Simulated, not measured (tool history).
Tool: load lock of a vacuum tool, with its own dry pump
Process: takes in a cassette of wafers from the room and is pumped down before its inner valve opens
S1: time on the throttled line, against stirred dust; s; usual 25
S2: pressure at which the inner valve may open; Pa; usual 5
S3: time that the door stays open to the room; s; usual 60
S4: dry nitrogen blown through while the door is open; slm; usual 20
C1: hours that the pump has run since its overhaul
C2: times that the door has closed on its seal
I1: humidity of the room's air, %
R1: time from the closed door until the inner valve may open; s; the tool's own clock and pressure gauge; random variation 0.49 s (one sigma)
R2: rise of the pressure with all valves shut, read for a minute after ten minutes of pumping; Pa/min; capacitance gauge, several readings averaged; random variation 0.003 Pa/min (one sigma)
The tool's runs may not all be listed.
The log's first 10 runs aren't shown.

| run | hour | S1 | S2 | S3 | S4 | C1 | C2 | I1 | R1 | R2 |
|---|---|---|---|---|---|---|---|---|---|---|
| 11 | 4030.1 | 25 | 5 | 37 | 20 | 8652 | 13923 | 44.4 | 65.0 | 0.034 |
| 12 | 4387.4 | 25 | 5 | 37 | 20 | 9009 | 14755 | 47.6 | 65.1 | 0.036 |
| 13 | 4763.3 | 25 | 5 | 37 | 20 | 9385 | 15629 | 43.9 | 64.6 | 0.038 |
| 14 | 5123.2 | 25 | 5 | 37 | 20 | 9745 | 16467 | 46.3 | 65.7 | 0.035 |
| 15 | 5538.2 | 25 | 5 | 37 | 20 | 10160 | 17433 | 41.5 | 65.6 | 0.031 |
| 16 | 5918.1 | 25 | 5 | 60 | 13 | 10540 | 18317 | 41.3 | 64.7 | 0.048 |
| 17 | 6549.7 | 25 | 7 | 34 | 20 | 11171 | 19786 | 46.1 | 63.0 | 0.029 |
| 18 | 7113.4 | 25 | 5 | 80 | 34 | 11735 | 21098 | 45.9 | 65.3 | 0.043 |
| 19 | 7391.0 | 17 | 6 | 55 | 34 | 12013 | 21744 | 46.9 | 57.3 | 0.033 |
| 20 | 7726.4 | 31 | 8 | 86 | 4 | 12348 | 22524 | 42.6 | 67.1 | 0.075 |
| 21 | 8142.5 | 16 | 5 | 217 | 20 | 12764 | 23493 | 45.3 | 58.7 | 0.079 |
|  | 8328.0 | dry pump taken out, an overhauled one fitted |
| 22 | 8446.5 | 43 | 9 | 231 | 6 | 118 | 24186 | 46.0 | 77.1 | 0.120 |
| 23 | 8937.1 | 19 | 5 | 33 | 27 | 609 | 25328 | 46.9 | 60.8 | 0.026 |
| 24 | 9444.7 | 19 | 5 | 33 | 27 | 1117 | 26509 | 47.5 | 60.7 | 0.035 |
| 25 | 9937.6 | 19 | 5 | 33 | 27 | 1610 | 27656 | 44.5 | 61.0 | 0.027 |
| 26 | 10453.0 | 43 | 5 | 26 | 30 | 2125 | 28855 | 42.6 | 79.1 | 0.021 |
| 27 | 10891.6 | 21 | 5 | 206 | 21 | 2564 | 29876 | 43.0 | 62.2 | 0.074 |
| 28 | 11253.6 | 48 | 10 | 155 | 20 | 2926 | 30718 | 45.7 | 79.6 | 0.070 |
| 29 | 11726.3 | 15 | 8 | 60 | 17 | 3398 | 31818 | 45.8 | 55.5 | 0.047 |
| 30 | 12048.7 | 26 | 5 | 132 | 20 | 3721 | 32569 | 44.1 | 65.8 | 0.064 |
| 31 | 12603.8 | 25 | 5 | 31 | 7 | 4276 | 33860 | 44.9 | 65.7 | 0.041 |

Forecast each of these 4 alternatives for the next run:
| A | 13142.6 | 16 | 6 | 28 | 20 | 4815 | 35114 | 45.0 | ? | ? |
| B | 13142.6 | 25 | 10 | 78 | 36 | 4815 | 35114 | 47.2 | ? | ? |
| C | 13142.6 | 21 | 9 | 31 | 7 | 4815 | 35114 | 47.4 | ? | ? |
| D | 13142.6 | 25 | 7 | 71 | 18 | 4815 | 35114 | 47.6 | ? | ? |

| run | R1 | R2 |
|---|---|---|
| A | 58.1 | 0.033 |
| B | 62.0 | 0.037 |
| C | 59.1 | 0.043 |
| D | 62.2 | 0.052 |
Without the tool's hidden state the same runs would have given:
| run | R1 | R2 |
|---|---|---|
| A | 58.1 | 0.033 |
| B | 62.0 | 0.037 |
| C | 59.1 | 0.043 |
| D | 62.2 | 0.052 |

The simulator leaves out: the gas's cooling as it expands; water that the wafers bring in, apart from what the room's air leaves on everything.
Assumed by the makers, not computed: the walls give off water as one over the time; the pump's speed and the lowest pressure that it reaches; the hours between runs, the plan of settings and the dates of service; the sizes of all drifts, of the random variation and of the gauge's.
